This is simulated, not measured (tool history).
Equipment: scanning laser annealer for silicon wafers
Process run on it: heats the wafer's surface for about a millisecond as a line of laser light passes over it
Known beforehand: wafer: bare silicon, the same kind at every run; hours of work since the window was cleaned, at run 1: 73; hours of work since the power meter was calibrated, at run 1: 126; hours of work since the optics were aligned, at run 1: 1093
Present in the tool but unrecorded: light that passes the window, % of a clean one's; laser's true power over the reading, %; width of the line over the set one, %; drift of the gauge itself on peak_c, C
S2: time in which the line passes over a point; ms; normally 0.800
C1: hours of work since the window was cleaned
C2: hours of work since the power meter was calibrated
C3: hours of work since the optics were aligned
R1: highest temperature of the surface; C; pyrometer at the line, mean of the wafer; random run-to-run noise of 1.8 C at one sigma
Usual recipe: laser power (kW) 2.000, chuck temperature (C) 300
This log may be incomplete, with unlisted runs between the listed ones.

run 1 hour=0.0 | laser_power_(kW)=2.000 S2=0.800 chuck_temperature_(C)=300 | C1=73 C2=126 C3=1093 | R1=995
run 2 hour=5.3 | laser_power_(kW)=2.000 S2=0.800 chuck_temperature_(C)=319 | C1=76 C2=129 C3=1096 | R1=1019
run 3 hour=14.1 | laser_power_(kW)=2.000 S2=0.800 chuck_temperature_(C)=319 | C1=81 C2=134 C3=1101 | R1=1015
run 4 hour=24.4 | laser_power_(kW)=2.000 S2=0.800 chuck_temperature_(C)=300 | C1=87 C2=140 C3=1107 | R1=998
run 5 hour=35.5 | laser_power_(kW)=2.000 S2=0.800 chuck_temperature_(C)=300 | C1=93 C2=146 C3=1114 | R1=999
run 6 hour=46.0 | laser_power_(kW)=2.000 S2=0.800 chuck_temperature_(C)=300 | C1=100 C2=152 C3=1120 | R1=995
run 7 hour=52.9 | laser_power_(kW)=2.000 S2=0.886 chuck_temperature_(C)=300 | C1=103 C2=156 C3=1124 | R1=1036
run 8 hour=62.8 | laser_power_(kW)=2.000 S2=0.886 chuck_temperature_(C)=300 | C1=109 C2=162 C3=1129 | R1=1033
run 9 hour=73.5 | laser_power_(kW)=2.000 S2=0.886 chuck_temperature_(C)=300 | C1=115 C2=168 C3=1136 | R1=1033
run 10 hour=84.3 | laser_power_(kW)=2.000 S2=0.886 chuck_temperature_(C)=300 | C1=122 C2=174 C3=1142 | R1=1029
run 11 hour=93.4 | laser_power_(kW)=2.000 S2=0.637 chuck_temperature_(C)=300 | C1=127 C2=179 C3=1147 | R1=917
run 12 hour=98.5 | laser_power_(kW)=2.000 S2=0.800 chuck_temperature_(C)=300 | C1=130 C2=182 C3=1150 | R1=990
run 13 hour=104.4 | laser_power_(kW)=2.000 S2=0.800 chuck_temperature_(C)=300 | C1=133 C2=186 C3=1153 | R1=994
run 14 hour=115.5 | laser_power_(kW)=2.000 S2=0.800 chuck_temperature_(C)=300 | C1=140 C2=192 C3=1160 | R1=994
run 15 hour=126.2 | laser_power_(kW)=2.000 S2=0.800 chuck_temperature_(C)=300 | C1=146 C2=198 C3=1166 | R1=995
run 16 hour=131.2 | laser_power_(kW)=2.000 S2=0.800 chuck_temperature_(C)=281 | C1=149 C2=201 C3=1169 | R1=974
-- hour=138.0 optics aligned, line set to its width
run 17 hour=141.0 | laser_power_(kW)=2.000 S2=0.800 chuck_temperature_(C)=281 | C1=151 C2=204 C3=2 | R1=992
run 18 hour=150.4 | laser_power_(kW)=2.000 S2=0.821 chuck_temperature_(C)=300 | C1=157 C2=209 C3=7 | R1=1018
run 19 hour=157.1 | laser_power_(kW)=2.128 S2=0.792 chuck_temperature_(C)=312 | C1=161 C2=213 C3=11 | R1=1072
run 20 hour=165.4 | laser_power_(kW)=1.950 S2=0.792 chuck_temperature_(C)=308 | C1=165 C2=218 C3=16 | R1=991
run 21 hour=170.8 | laser_power_(kW)=2.000 S2=0.613 chuck_temperature_(C)=266 | C1=168 C2=221 C3=19 | R1=885
run 22 hour=180.3 | laser_power_(kW)=2.000 S2=0.613 chuck_temperature_(C)=266 | C1=174 C2=226 C3=24 | R1=886
run 23 hour=187.1 | laser_power_(kW)=2.000 S2=0.613 chuck_temperature_(C)=266 | C1=178 C2=230 C3=28 | R1=884
run 24 hour=196.0 | laser_power_(kW)=2.000 S2=0.613 chuck_temperature_(C)=266 | C1=183 C2=235 C3=33 | R1=886
run 25 hour=201.5 | laser_power_(kW)=1.741 S2=0.642 chuck_temperature_(C)=283 | C1=186 C2=239 C3=37 | R1=825
run 26 hour=206.2 | laser_power_(kW)=2.000 S2=0.939 chuck_temperature_(C)=300 | C1=189 C2=241 C3=39 | R1=1065
run 27 hour=213.5 | laser_power_(kW)=2.050 S2=0.954 chuck_temperature_(C)=264 | C1=193 C2=246 C3=43 | R1=1060
run 28 hour=223.9 | laser_power_(kW)=2.077 S2=0.800 chuck_temperature_(C)=296 | C1=199 C2=252 C3=49 | R1=1034
run 29 hour=234.0 | laser_power_(kW)=1.733 S2=0.775 chuck_temperature_(C)=296 | C1=205 C2=257 C3=55 | R1=888
run 30 hour=243.6 | laser_power_(kW)=2.000 S2=0.800 chuck_temperature_(C)=320 | C1=210 C2=263 C3=61 | R1=1023
run 31 hour=253.2 | laser_power_(kW)=2.053 S2=0.662 chuck_temperature_(C)=315 | C1=216 C2=268 C3=66 | R1=976
run 32 hour=258.3 | laser_power_(kW)=1.736 S2=0.784 chuck_temperature_(C)=306 | C1=219 C2=271 C3=69 | R1=902
run 33 hour=266.3 | laser_power_(kW)=1.736 S2=0.784 chuck_temperature_(C)=306 | C1=223 C2=276 C3=74 | R1=900
run 34 hour=276.8 | laser_power_(kW)=1.736 S2=0.784 chuck_temperature_(C)=306 | C1=229 C2=282 C3=80 | R1=899
run 35 hour=288.0 | laser_power_(kW)=1.972 S2=0.800 chuck_temperature_(C)=331 | C1=236 C2=288 C3=86 | R1=1027

Some steps in R1, run to run, broken into two amounts with sign: the step expected even without the hidden condition (settings, incoming material, random variation), and the rest, left for the hidden condition together with whatever gauge scatter is not in both the measured and the hidden-condition-free result:
Run 10 -> 11: S2 0.886 -> 0.637. R1 -112 C: hidden state +4, all else -116.
Run 16 -> 17: optics aligned, line set to its width. R1 +18 C: hidden state +18, all else +0.
Run 25 -> 26: laser power (kW) 1.741 -> 2.000, S2 0.642 -> 0.939, chuck temperature (C) 283 -> 300. R1 +240 C: hidden state -3, all else +243.
Run 28 -> 29: laser power (kW) 2.077 -> 1.733, S2 0.800 -> 0.775. R1 -146 C: hidden state +1, all else -147.
Run 29 -> 30: laser power (kW) 1.733 -> 2.000, S2 0.775 -> 0.800, chuck temperature (C) 296 -> 320. R1 +135 C: hidden state -2, all else +137.

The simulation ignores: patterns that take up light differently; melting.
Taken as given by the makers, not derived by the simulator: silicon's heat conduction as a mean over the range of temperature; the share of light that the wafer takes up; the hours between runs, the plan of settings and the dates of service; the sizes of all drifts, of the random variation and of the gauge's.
